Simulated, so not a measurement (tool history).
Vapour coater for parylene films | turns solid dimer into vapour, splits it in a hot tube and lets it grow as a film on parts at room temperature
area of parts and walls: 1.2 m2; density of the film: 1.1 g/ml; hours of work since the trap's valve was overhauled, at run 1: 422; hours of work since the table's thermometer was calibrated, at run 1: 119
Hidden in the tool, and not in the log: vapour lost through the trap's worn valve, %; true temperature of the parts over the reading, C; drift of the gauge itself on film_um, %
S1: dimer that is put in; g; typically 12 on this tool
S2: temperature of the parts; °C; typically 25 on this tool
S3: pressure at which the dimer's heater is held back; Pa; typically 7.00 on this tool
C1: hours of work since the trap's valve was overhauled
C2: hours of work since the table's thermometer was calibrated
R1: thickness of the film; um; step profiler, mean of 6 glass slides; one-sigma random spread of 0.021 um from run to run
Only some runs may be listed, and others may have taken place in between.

run	hour	S1	S2	S3	C1	C2	R1
1	0.0	12	25	7.00	422	119	4.89
2	14.2	12	25	7.00	434	132	4.92
3	33.0	6	25	7.00	450	148	2.44
4	49.0	6	25	7.00	464	162	2.45
5	66.8	6	25	7.00	480	177	2.43
6	88.1	6	25	7.00	498	195	2.43
7	113.3	6	25	7.00	520	217	2.43
8	139.9	11	25	7.00	543	240	4.40
9	160.8	11	25	7.00	561	258	4.40
10	188.9	11	25	7.00	585	282	4.44
11	213.8	11	25	7.00	606	304	4.44
12	241.7	11	25	7.00	631	328	4.38
13	266.6	11	25	7.00	652	349	4.40
14	289.3	11	25	7.00	672	369	4.39
15	305.4	11	25	7.00	685	383	4.34
# hour 317.4: trap's valve overhauled
16	335.8	12	25	7.00	16	405	5.09
17	364.4	12	25	7.00	40	430	5.09
18	380.9	12	25	7.00	55	444	5.05
19	395.8	12	25	7.00	68	457	5.02
20	424.1	22	23	11.99	92	482	8.89
21	442.3	6	24	4.86	108	497	2.81
22	458.3	6	24	4.86	121	511	2.80
23	471.0	6	24	4.86	132	522	2.80
24	484.4	7	22	7.00	144	534	3.23
25	511.8	5	25	4.95	168	557	2.22
26	531.6	5	25	4.95	185	574	2.23
27	551.8	8	35	6.31	202	592	2.45
28	571.6	8	35	6.31	219	609	2.41
29	591.2	11	27	5.69	236	626	4.44
30	607.9	16	23	9.14	250	640	6.75
31	620.4	7	17	7.00	261	651	3.78
32	638.3	7	33	6.08	277	666	2.26
33	655.8	7	33	6.08	292	681	2.24
34	681.1	7	33	3.27	314	703	2.54
35	692.6	12	19	7.00	324	713	6.02
36	720.4	9	25	5.21	348	737	3.89
37	736.6	9	25	5.21	362	751	3.92
38	754.9	6	25	6.94	377	767	2.45

What if the next run were any one of these 3? Each begins from the tool's condition after run 38:
A	771.1	12	19	2.86	391	781	?
B	771.1	13	20	4.09	391	781	?
C	771.1	6	28	3.18	391	781	?

run	R1
A	7.10
B	6.99
C	2.55
With no hidden state in the tool, these same runs would have given:
run	R1
A	7.47
B	7.35
C	2.68

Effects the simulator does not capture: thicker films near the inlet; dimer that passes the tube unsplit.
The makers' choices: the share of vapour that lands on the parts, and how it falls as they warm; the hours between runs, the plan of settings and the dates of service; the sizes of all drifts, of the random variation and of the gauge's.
